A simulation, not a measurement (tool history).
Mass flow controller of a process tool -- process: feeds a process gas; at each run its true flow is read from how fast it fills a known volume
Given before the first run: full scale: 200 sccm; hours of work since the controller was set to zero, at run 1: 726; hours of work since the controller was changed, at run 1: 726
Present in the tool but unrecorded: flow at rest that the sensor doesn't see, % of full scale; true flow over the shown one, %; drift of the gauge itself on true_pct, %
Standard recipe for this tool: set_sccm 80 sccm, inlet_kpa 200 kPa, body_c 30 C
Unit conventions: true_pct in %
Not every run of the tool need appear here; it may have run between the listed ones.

run,day,set_sccm,inlet_kpa,body_c,hours of work since the controller was set to zero,hours of work since the controller was changed,true_pct
1,0.000,80,200,30,726,726,98.23
2,4.246,80,193,30,789,789,98.14
3,12.850,80,193,30,915,915,98.38
4,20.538,80,193,30,1028,1028,98.59
5,25.133,80,193,30,1095,1095,98.57
6,30.221,80,193,30,1170,1170,98.62
7,38.904,80,193,30,1297,1297,98.84
8,48.304,47,200,35,1435,1435,98.14
9,57.983,47,200,35,1577,1577,98.38
10,64.446,47,200,35,1671,1671,98.48

3 ways to go on from here, each from the tool as it stands after run 10. What would each give?
A,68.875,22,141,21,1736,1736,?
B,68.875,55,200,30,1736,1736,?
C,68.875,47,172,35,1736,1736,?

run,true_pct
A,99.52
B,98.98
C,98.71
With no hidden state in the tool, these same runs would have given:
run,true_pct
A,98.29
B,97.76
C,97.50
